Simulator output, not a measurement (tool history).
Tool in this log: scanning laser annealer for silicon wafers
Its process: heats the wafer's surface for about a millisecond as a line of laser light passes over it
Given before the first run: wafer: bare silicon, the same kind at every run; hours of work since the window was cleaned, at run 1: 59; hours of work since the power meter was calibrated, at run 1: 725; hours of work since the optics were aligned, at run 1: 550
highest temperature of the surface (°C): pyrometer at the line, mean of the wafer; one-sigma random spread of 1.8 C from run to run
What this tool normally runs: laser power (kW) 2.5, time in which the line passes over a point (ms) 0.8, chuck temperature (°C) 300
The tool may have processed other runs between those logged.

run   hour  laser power (kW)  time in which the line passes over a point (ms)  chuck temperature (°C)  hours of work since the window was cleaned  hours of work since the power meter was calibrated  hours of work since the optics were aligned  highest temperature of the surface (°C)
  1      0               2.5                                              0.8                     300                                          59                                                 725                                          550                                      992
  2   56.1               2.5                                              0.8                     300                                          96                                                 762                                          587                                      987
  3  127.7               2.5                                              0.8                     300                                         142                                                 808                                          634                                      989
  4  178.4               2.5                                              0.8                     300                                         176                                                 842                                          667                                      983
  5  249.4               2.5                                              0.8                     300                                         222                                                 888                                          713                                      981
  6  287.1               2.5                                              0.8                     300                                         246                                                 912                                          738                                      977
  7  378.7               2.5                                              0.8                     300                                         306                                                 972                                          797                                      973
  8  416.1             2.278                                            0.916                     279                                         331                                                 997                                          822                                      914
     448.5  -- window over the wafer cleaned
  9  478.4             2.671                                            0.902                     281                                          19                                                1036                                          861                                     1076
 10  532.5             2.155                                              0.8                     302                                          55                                                1071                                          897                                      875
 11  592.8               2.5                                            0.841                     276                                          94                                                1111                                          936                                      978
 12  630.4             2.174                                              0.8                     300                                         119                                                1135                                          960                                      875
 13    683             2.646                                            0.853                     284                                         153                                                1169                                          995                                     1033
 14  726.9             2.192                                            0.873                     284                                         182                                                1198                                         1023                                      882

4 ways to go on from here, each from the tool as it stands after run 14. What would each give?
  A  784.6             2.192                                            0.873                     286                                         219                                                1236                                         1061                                        ?
  B  784.6             2.141                                            0.975                     332                                         219                                                1236                                         1061                                        ?
  C  784.6               2.5                                            0.797                     300                                         219                                                1236                                         1061                                        ?
  D  784.6             2.242                                              0.9                     329                                         219                                                1236                                         1061                                        ?

run  highest temperature of the surface (°C)
  A                                      881
  B                                      940
  C                                      975
  D                                      951
What these runs would have given with no unlogged condition in the tool:
run  highest temperature of the surface (°C)
  A                                      911
  B                                      970
  C                                     1009
  D                                      981

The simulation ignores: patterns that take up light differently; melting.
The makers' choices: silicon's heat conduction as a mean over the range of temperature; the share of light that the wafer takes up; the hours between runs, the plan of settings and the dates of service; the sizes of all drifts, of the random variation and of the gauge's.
